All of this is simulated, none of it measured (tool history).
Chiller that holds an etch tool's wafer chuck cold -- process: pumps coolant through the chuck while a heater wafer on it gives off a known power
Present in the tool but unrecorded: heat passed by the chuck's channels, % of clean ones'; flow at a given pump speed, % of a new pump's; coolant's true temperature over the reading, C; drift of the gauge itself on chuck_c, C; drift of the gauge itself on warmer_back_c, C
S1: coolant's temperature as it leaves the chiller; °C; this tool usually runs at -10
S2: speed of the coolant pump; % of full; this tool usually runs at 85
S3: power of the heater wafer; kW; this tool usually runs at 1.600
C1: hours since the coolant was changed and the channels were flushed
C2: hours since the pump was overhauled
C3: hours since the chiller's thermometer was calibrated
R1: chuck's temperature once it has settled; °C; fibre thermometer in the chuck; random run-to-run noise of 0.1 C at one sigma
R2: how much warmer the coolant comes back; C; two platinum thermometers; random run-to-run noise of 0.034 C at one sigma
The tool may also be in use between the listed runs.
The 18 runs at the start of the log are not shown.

{"run": 19, "hour": 2879.9, "S1": -5, "S2": 86, "S3": 1.544, "C1": 6129, "C2": 967, "C3": 2821, "R1": 6.5, "R2": 5.33}
{"run": 20, "hour": 3041.6, "S1": -5, "S2": 66, "S3": 1.139, "C1": 6291, "C2": 1128, "C3": 2983, "R1": 5.7, "R2": 5.31}
{"run": 21, "hour": 3236.2, "S1": -10, "S2": 70, "S3": 1.6, "C1": 6485, "C2": 1323, "C3": 3177, "R1": 4.4, "R2": 6.99}
{"run": 22, "hour": 3419.9, "S1": -12, "S2": 85, "S3": 1.056, "C1": 6669, "C2": 1507, "C3": 3361, "R1": -4.2, "R2": 3.82}
{"run": 23, "hour": 3526.4, "S1": -10, "S2": 79, "S3": 1.977, "C1": 6775, "C2": 1613, "C3": 3468, "R1": 6.2, "R2": 7.59}
{"run": 24, "hour": 3676.4, "S1": -10, "S2": 88, "S3": 1.715, "C1": 6925, "C2": 1763, "C3": 3618, "R1": 2.8, "R2": 5.89}
{"run": 25, "hour": 3881.0, "S1": -10, "S2": 88, "S3": 1.715, "C1": 7130, "C2": 1968, "C3": 3822, "R1": 2.8, "R2": 5.95}
{"run": 26, "hour": 4019.7, "S1": -15, "S2": 65, "S3": 1.505, "C1": 7269, "C2": 2107, "C3": 3961, "R1": -0.3, "R2": 7.22}
{"run": 27, "hour": 4159.7, "S1": -15, "S2": 92, "S3": 1.849, "C1": 7409, "C2": 2246, "C3": 4101, "R1": -1.7, "R2": 6.06}
{"hour": 4252.1, "done": "chiller's thermometer calibrated"}
{"run": 28, "hour": 4279.2, "S1": -15, "S2": 92, "S3": 1.849, "C1": 7527, "C2": 2365, "C3": 27, "R1": -1.2, "R2": 6.06}
{"run": 29, "hour": 4483.0, "S1": -17, "S2": 80, "S3": 2.202, "C1": 7731, "C2": 2569, "C3": 231, "R1": 1.8, "R2": 8.55}

Expected results for the next run?
{"run": 30, "hour": 4661.5, "S1": -16, "S2": 76, "S3": 1.16, "C1": 7909, "C2": 2747, "C3": 409, "R1": "?", "R2": "?"}

{"run 30": {"R1": -5.5, "R2": 4.77}}
Were there no unlogged condition in the tool, this run, its random variation unchanged, would have produced R1 -7.4 °C, R2 4.55 C.
